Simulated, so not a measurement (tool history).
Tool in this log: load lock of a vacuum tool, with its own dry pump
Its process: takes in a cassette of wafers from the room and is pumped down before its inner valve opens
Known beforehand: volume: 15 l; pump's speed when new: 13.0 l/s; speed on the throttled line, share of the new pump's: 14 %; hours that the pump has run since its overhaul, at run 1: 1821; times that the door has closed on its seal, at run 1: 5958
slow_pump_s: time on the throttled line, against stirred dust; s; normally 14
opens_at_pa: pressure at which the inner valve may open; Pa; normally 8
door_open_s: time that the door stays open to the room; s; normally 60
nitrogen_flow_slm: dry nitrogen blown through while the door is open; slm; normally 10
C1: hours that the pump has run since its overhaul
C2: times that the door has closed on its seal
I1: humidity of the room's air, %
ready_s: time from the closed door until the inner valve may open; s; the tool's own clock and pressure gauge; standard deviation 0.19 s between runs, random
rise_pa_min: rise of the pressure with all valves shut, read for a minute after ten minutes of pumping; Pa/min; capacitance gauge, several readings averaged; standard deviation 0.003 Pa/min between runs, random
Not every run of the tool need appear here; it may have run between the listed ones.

Run 1, hour 0.0: usual settings; C1 1821; C2 5958; I1 45.5. Result: ready_s 23.1 s, rise_pa_min 0.050 Pa/min.
Run 2, hour 82.0: usual settings; C1 1903; C2 6293; I1 48.9. Result: ready_s 23.0 s, rise_pa_min 0.052 Pa/min.
Run 3, hour 122.4: usual settings; C1 1944; C2 6458; I1 42.1. Result: ready_s 23.3 s, rise_pa_min 0.048 Pa/min.
Run 4, hour 200.6: usual settings; C1 2022; C2 6777; I1 41.5. Result: ready_s 23.4 s, rise_pa_min 0.050 Pa/min.
Run 5, hour 269.8: usual settings; C1 2091; C2 7059; I1 43.4. Result: ready_s 23.1 s, rise_pa_min 0.048 Pa/min.
Run 6, hour 339.2: usual settings; C1 2161; C2 7342; I1 46.7. Result: ready_s 23.3 s, rise_pa_min 0.054 Pa/min.
Run 7, hour 404.3: usual settings but door_open_s 92 s; C1 2226; C2 7608; I1 45.3. Result: ready_s 23.1 s, rise_pa_min 0.063 Pa/min.
Run 8, hour 477.7: usual settings but door_open_s 92 s; C1 2299; C2 7907; I1 43.7. Result: ready_s 23.3 s, rise_pa_min 0.056 Pa/min.
Run 9, hour 565.1: usual settings but door_open_s 92 s; C1 2387; C2 8264; I1 47.7. Result: ready_s 23.1 s, rise_pa_min 0.060 Pa/min.
Run 10, hour 610.1: usual settings but door_open_s 92 s; C1 2432; C2 8448; I1 44.1. Result: ready_s 23.4 s, rise_pa_min 0.059 Pa/min.
Run 11, hour 662.1: usual settings but door_open_s 92 s; C1 2484; C2 8660; I1 47.1. Result: ready_s 23.1 s, rise_pa_min 0.057 Pa/min.
Run 12, hour 710.8: usual settings but door_open_s 92 s; C1 2532; C2 8859; I1 47.5. Result: ready_s 23.0 s, rise_pa_min 0.058 Pa/min.
Run 13, hour 769.1: usual settings but door_open_s 92 s; C1 2591; C2 9097; I1 47.8. Result: ready_s 23.2 s, rise_pa_min 0.056 Pa/min.
Run 14, hour 835.2: usual settings but opens_at_pa 16 Pa; C1 2657; C2 9366; I1 46.7. Result: ready_s 22.6 s, rise_pa_min 0.049 Pa/min.
Run 15, hour 880.5: usual settings but opens_at_pa 16 Pa; C1 2702; C2 9551; I1 42.2. Result: ready_s 22.2 s, rise_pa_min 0.050 Pa/min.
Run 16, hour 956.3: usual settings but opens_at_pa 16 Pa; C1 2778; C2 9860; I1 44.5. Result: ready_s 22.3 s, rise_pa_min 0.051 Pa/min.
Run 17, hour 1026.2: usual settings but slow_pump_s 22 s, opens_at_pa 14 Pa, door_open_s 42 s, nitrogen_flow_slm 6 slm; C1 2848; C2 10146; I1 43.0. Result: ready_s 29.1 s, rise_pa_min 0.046 Pa/min.
Run 18, hour 1112.9: usual settings but slow_pump_s 20 s, door_open_s 173 s, nitrogen_flow_slm 9 slm; C1 2934; C2 10499; I1 44.8. Result: ready_s 28.4 s, rise_pa_min 0.071 Pa/min.
Run 19, hour 1198.7: usual settings but opens_at_pa 6 Pa, door_open_s 94 s; C1 3020; C2 10850; I1 45.7. Result: ready_s 23.5 s, rise_pa_min 0.059 Pa/min.
Run 20, hour 1250.8: usual settings but opens_at_pa 15 Pa, door_open_s 121 s, nitrogen_flow_slm 17 slm; C1 3072; C2 11062; I1 46.0. Result: ready_s 21.8 s, rise_pa_min 0.057 Pa/min.
Run 21, hour 1340.2: usual settings but opens_at_pa 13 Pa, door_open_s 46 s, nitrogen_flow_slm 5 slm; C1 3162; C2 11427; I1 48.7. Result: ready_s 22.6 s, rise_pa_min 0.054 Pa/min.
Run 22, hour 1396.6: usual settings but slow_pump_s 23 s, opens_at_pa 14 Pa, door_open_s 58 s, nitrogen_flow_slm 5 slm; C1 3218; C2 11657; I1 43.0. Result: ready_s 30.1 s, rise_pa_min 0.058 Pa/min.
Run 23, hour 1465.8: usual settings but slow_pump_s 20 s; C1 3287; C2 11939; I1 44.7. Result: ready_s 28.2 s, rise_pa_min 0.056 Pa/min.
Run 24, hour 1534.4: usual settings but slow_pump_s 20 s; C1 3356; C2 12219; I1 44.4. Result: ready_s 28.3 s, rise_pa_min 0.046 Pa/min.
Run 25, hour 1622.1: usual settings but nitrogen_flow_slm 38 slm; C1 3443; C2 12577; I1 42.9. Result: ready_s 23.0 s, rise_pa_min 0.031 Pa/min.
Run 26, hour 1668.7: usual settings but slow_pump_s 10 s, door_open_s 26 s; C1 3490; C2 12768; I1 43.7. Result: ready_s 19.5 s, rise_pa_min 0.033 Pa/min.
Run 27, hour 1753.8: usual settings but slow_pump_s 8 s, nitrogen_flow_slm 27 slm; C1 3575; C2 13115; I1 46.4. Result: ready_s 18.1 s, rise_pa_min 0.042 Pa/min.
Run 28, hour 1827.1: usual settings but slow_pump_s 8 s, nitrogen_flow_slm 39 slm; C1 3648; C2 13414; I1 47.7. Result: ready_s 17.8 s, rise_pa_min 0.039 Pa/min.
Run 29, hour 1877.3: usual settings but slow_pump_s 8 s, opens_at_pa 13 Pa, door_open_s 26 s, nitrogen_flow_slm 39 slm; C1 3699; C2 13618; I1 45.2. Result: ready_s 17.3 s, rise_pa_min 0.030 Pa/min.
Run 30, hour 1919.9: usual settings but slow_pump_s 8 s, opens_at_pa 13 Pa, door_open_s 26 s, nitrogen_flow_slm 39 slm; C1 3741; C2 13792; I1 48.6. Result: ready_s 17.1 s, rise_pa_min 0.033 Pa/min.
Run 31, hour 1956.9: usual settings but door_open_s 25 s; C1 3778; C2 13943; I1 40.4. Result: ready_s 22.7 s, rise_pa_min 0.037 Pa/min.

What if the next run were any one of these 3? Each begins from the tool's condition after run 31:
Run A, hour 2032.6: usual settings but slow_pump_s 13 s, door_open_s 141 s; C1 3854; C2 14252; I1 45.5. Result: ready_s ?, rise_pa_min ?.
Run B, hour 2032.6: usual settings but door_open_s 57 s; C1 3854; C2 14252; I1 45.7. Result: ready_s ?, rise_pa_min ?.
Run C, hour 2032.6: usual settings but slow_pump_s 20 s, door_open_s 116 s; C1 3854; C2 14252; I1 48.4. Result: ready_s ?, rise_pa_min ?.

run  ready_s  rise_pa_min
  A     22.3        0.062
  B     22.8        0.046
  C     27.8        0.061
Take away the tool's hidden state, keep each run's random variation, and the runs would have read:
run  ready_s  rise_pa_min
  A     22.3        0.062
  B     22.8        0.046
  C     27.8        0.060

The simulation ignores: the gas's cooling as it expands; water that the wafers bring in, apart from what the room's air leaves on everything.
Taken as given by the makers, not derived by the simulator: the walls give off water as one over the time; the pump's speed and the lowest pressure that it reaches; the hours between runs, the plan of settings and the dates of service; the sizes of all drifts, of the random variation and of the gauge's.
